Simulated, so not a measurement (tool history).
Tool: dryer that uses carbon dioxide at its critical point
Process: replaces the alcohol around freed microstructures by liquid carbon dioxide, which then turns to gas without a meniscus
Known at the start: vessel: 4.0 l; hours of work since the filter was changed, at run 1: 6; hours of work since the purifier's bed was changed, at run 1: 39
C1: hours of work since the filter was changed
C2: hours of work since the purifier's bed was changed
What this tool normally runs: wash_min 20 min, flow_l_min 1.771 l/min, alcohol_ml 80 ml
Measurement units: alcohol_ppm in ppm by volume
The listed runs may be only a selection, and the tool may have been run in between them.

run 1 hour=0.0 | wash_min=20 flow_l_min=1.771 alcohol_ml=80 | C1=6 C2=39 | alcohol_ppm=36
run 2 hour=34.6 | wash_min=20 flow_l_min=1.771 alcohol_ml=80 | C1=29 C2=61 | alcohol_ppm=48
run 3 hour=89.3 | wash_min=20 flow_l_min=1.990 alcohol_ml=80 | C1=64 C2=97 | alcohol_ppm=45
run 4 hour=135.6 | wash_min=20 flow_l_min=1.990 alcohol_ml=80 | C1=95 C2=127 | alcohol_ppm=65
run 5 hour=161.8 | wash_min=20 flow_l_min=1.990 alcohol_ml=80 | C1=112 C2=145 | alcohol_ppm=75
run 6 hour=194.8 | wash_min=20 flow_l_min=1.771 alcohol_ml=80 | C1=133 C2=166 | alcohol_ppm=89

Run 7 has not been measured yet. What should we expect?
run 7 hour=218.0 | wash_min=20 flow_l_min=1.771 alcohol_ml=80 | C1=149 C2=181 | alcohol_ppm=?

Run 7 measured alcohol_ppm 93 ppm by volume.
The same run, on a tool lacking any hidden state, would have yielded alcohol_ppm 15 ppm by volume.
